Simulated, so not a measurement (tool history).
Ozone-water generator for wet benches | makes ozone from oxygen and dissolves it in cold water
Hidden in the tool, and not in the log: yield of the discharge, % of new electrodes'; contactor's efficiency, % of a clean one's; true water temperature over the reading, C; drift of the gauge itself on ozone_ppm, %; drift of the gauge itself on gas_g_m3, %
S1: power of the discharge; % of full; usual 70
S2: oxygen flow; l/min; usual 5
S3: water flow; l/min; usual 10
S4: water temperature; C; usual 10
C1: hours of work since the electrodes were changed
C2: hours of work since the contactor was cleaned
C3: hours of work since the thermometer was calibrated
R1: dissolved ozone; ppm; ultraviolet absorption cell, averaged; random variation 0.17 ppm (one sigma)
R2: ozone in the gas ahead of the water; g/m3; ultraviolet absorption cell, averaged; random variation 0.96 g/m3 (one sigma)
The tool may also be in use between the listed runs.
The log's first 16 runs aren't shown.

run,hour,S1,S2,S3,S4,C1,C2,C3,R1,R2
# hour 2008.8: contactor cleaned
17,2018.6,70,5,7,5,2747,8,898,31.7,153.4
18,2156.3,70,5,7,5,2862,123,1013,31.4,154.6
19,2312.6,70,5,7,5,2992,254,1144,31.2,153
20,2423.1,70,5,10,6,3085,346,1236,22.8,153.6
21,2591.5,54,6.45,14,12,3225,487,1377,12.5,115.3
22,2754.3,70,6.68,14,12,3362,623,1513,14.9,136
23,2877,70,6.68,14,12,3464,726,1615,14.8,134.8
24,3035.5,70,6.68,14,12,3596,858,1748,14.6,134.9
25,3161.7,70,6.68,14,18,3702,963,1853,13,134.3
26,3258.2,56,3.93,12,16,3783,1044,1934,13,142.2
27,3439.6,53,5,10,10,3934,1196,2086,16.4,124.7
28,3611.3,70,5,8,13,4078,1339,2229,22.8,150.2
29,3697,46,4.24,10,8,4149,1411,2301,15.4,119.5
30,3834.7,40,3.36,13,18,4264,1526,2416,8.9,120.7
31,3930.5,40,7.39,13,15,4344,1606,2496,9.8,86.7

3 ways to go on from here, each from the tool as it stands after run 31. What would each give?
A,4100.4,40,5.44,13,15,4486,1748,2638,?,?
B,4100.4,70,5,10,12,4486,1748,2638,?,?
C,4100.4,55,6.47,10,8,4486,1748,2638,?,?

run,R1,R2
A,9.7,97.1
B,18.7,148.2
C,17.1,112.9
Without the tool's hidden state the same runs would have given:
run,R1,R2
A,10.9,103
B,21.9,163.1
C,19.7,122.3
